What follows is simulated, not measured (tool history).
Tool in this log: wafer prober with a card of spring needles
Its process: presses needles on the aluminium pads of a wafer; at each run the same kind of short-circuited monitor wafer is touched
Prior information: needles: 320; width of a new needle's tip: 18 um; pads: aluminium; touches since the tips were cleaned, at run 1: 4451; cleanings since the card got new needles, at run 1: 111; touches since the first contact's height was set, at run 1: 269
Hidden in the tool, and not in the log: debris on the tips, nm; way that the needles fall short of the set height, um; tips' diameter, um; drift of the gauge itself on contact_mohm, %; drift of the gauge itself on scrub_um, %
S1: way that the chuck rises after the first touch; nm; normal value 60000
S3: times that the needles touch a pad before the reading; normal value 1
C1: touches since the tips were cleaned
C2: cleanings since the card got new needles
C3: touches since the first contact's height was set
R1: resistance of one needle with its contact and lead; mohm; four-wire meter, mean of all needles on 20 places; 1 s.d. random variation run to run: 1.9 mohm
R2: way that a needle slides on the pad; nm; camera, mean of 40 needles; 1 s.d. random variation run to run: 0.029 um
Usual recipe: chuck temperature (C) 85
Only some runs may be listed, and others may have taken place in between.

Run 1, day 0: usual settings; C1 4451; C2 111; C3 269. Result: R1 288 mohm, R2 16260 nm.
At day 0.333: tips cleaned on abrasive film.
At day 0.992: tips cleaned on abrasive film.
At day 1.817: tips cleaned on abrasive film.
At day 2.638: tips cleaned on abrasive film.
At day 3.3: tips cleaned on abrasive film.
Run 2, day 3.783: usual settings; C1 6197; C2 116; C3 48281. Result: R1 307 mohm, R2 16040 nm.
At day 4.117: tips cleaned on abrasive film.
At day 4.775: tips cleaned on abrasive film.
At day 5.6: tips cleaned on abrasive film.
At day 6.425: tips cleaned on abrasive film.
Run 3, day 6.654: usual settings; C1 2933; C2 120; C3 84664. Result: R1 273 mohm, R2 15990 nm.
At day 7.15: tips cleaned on abrasive film.
At day 7.975: tips cleaned on abrasive film.
At day 8.312: height of the first contact set anew.
At day 8.808: tips cleaned on abrasive film.
At day 9.471: tips cleaned on abrasive film.
At day 10.292: tips cleaned on abrasive film.
Run 4, day 10.654: usual settings; C1 4608; C2 125; C3 29696. Result: R1 288 mohm, R2 16160 nm.
At day 10.988: tips cleaned on abrasive film.
At day 11.808: tips cleaned on abrasive film.
At day 12.471: tips cleaned on abrasive film.
At day 13.129: tips cleaned on abrasive film.
Run 5, day 13.638: usual settings but chuck temperature (C) 119; C1 6512; C2 129; C3 67566. Result: R1 315 mohm, R2 16000 nm.
At day 13.808: tips cleaned on abrasive film.
At day 14.467: tips cleaned on abrasive film.
At day 15.292: tips cleaned on abrasive film.
At day 15.95: tips cleaned on abrasive film.
At day 16.775: tips cleaned on abrasive film.
At day 16.788: height of the first contact set anew.
Run 6, day 17.4: usual settings but chuck temperature (C) 119; C1 7792; C2 134; C3 7792. Result: R1 313 mohm, R2 16220 nm.
At day 17.567: tips cleaned on abrasive film.
At day 18.225: tips cleaned on abrasive film.
At day 19.05: tips cleaned on abrasive film.
At day 19.708: tips cleaned on abrasive film.
Run 7, day 19.712: usual settings; C1 18; C2 138; C3 37079. Result: R1 216 mohm, R2 16100 nm.
At day 20.533: tips cleaned on abrasive film.
At day 21.354: tips cleaned on abrasive film.
At day 22.179: tips cleaned on abrasive film.
Run 8, day 22.75: usual settings; C1 7284; C2 141; C3 75699. Result: R1 315 mohm, R2 16040 nm.
At day 22.921: tips cleaned on abrasive film.
At day 23.579: tips cleaned on abrasive film.
At day 24.404: tips cleaned on abrasive film.
Run 9, day 24.438: usual settings; C1 475; C2 144; C3 97081. Result: R1 230 mohm, R2 15910 nm.
At day 25.1: tips cleaned on abrasive film.
At day 25.275: height of the first contact set anew.
At day 25.771: tips cleaned on abrasive film.
At day 26.596: tips cleaned on abrasive film.
At day 27.254: tips cleaned on abrasive film.
At day 28.079: tips cleaned on abrasive film.
Run 10, day 28.183: usual settings but S3 2; C1 1342; C2 149; C3 36883. Result: R1 237 mohm, R2 16090 nm.
At day 28.842: tips cleaned on abrasive film.
At day 29.504: tips cleaned on abrasive film.
At day 30.325: tips cleaned on abrasive film.
Run 11, day 30.762: usual settings but S3 2; C1 5545; C2 152; C3 69607. Result: R1 269 mohm, R2 16040 nm.
At day 31.092: tips cleaned on abrasive film.
At day 31.917: tips cleaned on abrasive film.
At day 32.575: tips cleaned on abrasive film.
At day 33.238: tips cleaned on abrasive film.
At day 33.742: height of the first contact set anew.
At day 34.071: tips cleaned on abrasive film.
Run 12, day 34.45: usual settings but S3 2; C1 4824; C2 157; C3 9005. Result: R1 266 mohm, R2 16230 nm.
At day 34.783: tips cleaned on abrasive film.
At day 35.608: tips cleaned on abrasive film.
At day 36.429: tips cleaned on abrasive film.
At day 37.254: tips cleaned on abrasive film.
At day 38.079: tips cleaned on abrasive film.
Run 13, day 38.308: usual settings but S1 41000 nm, chuck temperature (C) 75, S3 2; C1 2966; C2 162; C3 57966. Result: R1 320 mohm, R2 10910 nm.
At day 38.804: tips cleaned on abrasive film.
At day 39.629: tips cleaned on abrasive film.
At day 40.288: tips cleaned on abrasive film.
Run 14, day 40.658: usual settings but S1 41000 nm, chuck temperature (C) 75, S3 2; C1 4720; C2 165; C3 87775. Result: R1 331 mohm, R2 10810 nm.
At day 40.992: tips cleaned on abrasive film.
At day 41.812: tips cleaned on abrasive film.
At day 42.154: height of the first contact set anew.
At day 42.488: tips cleaned on abrasive film.
At day 43.146: tips cleaned on abrasive film.
Run 15, day 43.558: usual settings but S1 74000 nm, chuck temperature (C) 28; C1 5258; C2 169; C3 17802. Result: R1 271 mohm, R2 19970 nm.
At day 43.892: tips cleaned on abrasive film.
At day 44.712: tips cleaned on abrasive film.
At day 45.538: tips cleaned on abrasive film.
Run 16, day 45.55: usual settings but S1 74000 nm, chuck temperature (C) 28; C1 147; C2 172; C3 43035. Result: R1 207 mohm, R2 19890 nm.

Forecast run 17:
At day 46.208: tips cleaned on abrasive film.
At day 46.867: tips cleaned on abrasive film.
At day 47.692: tips cleaned on abrasive film.
At day 48.517: tips cleaned on abrasive film.
Run 17, day 48.896: usual settings but S1 69000 nm, chuck temperature (C) 36; C1 4845; C2 176; C3 85508. Result: R1 ?, R2 ?.

Logged for run 17: R1 275 mohm, R2 18380 nm.
With the hidden condition absent and the run-to-run variation left alone, this run would have shown R1 191 mohm, R2 18690 nm.

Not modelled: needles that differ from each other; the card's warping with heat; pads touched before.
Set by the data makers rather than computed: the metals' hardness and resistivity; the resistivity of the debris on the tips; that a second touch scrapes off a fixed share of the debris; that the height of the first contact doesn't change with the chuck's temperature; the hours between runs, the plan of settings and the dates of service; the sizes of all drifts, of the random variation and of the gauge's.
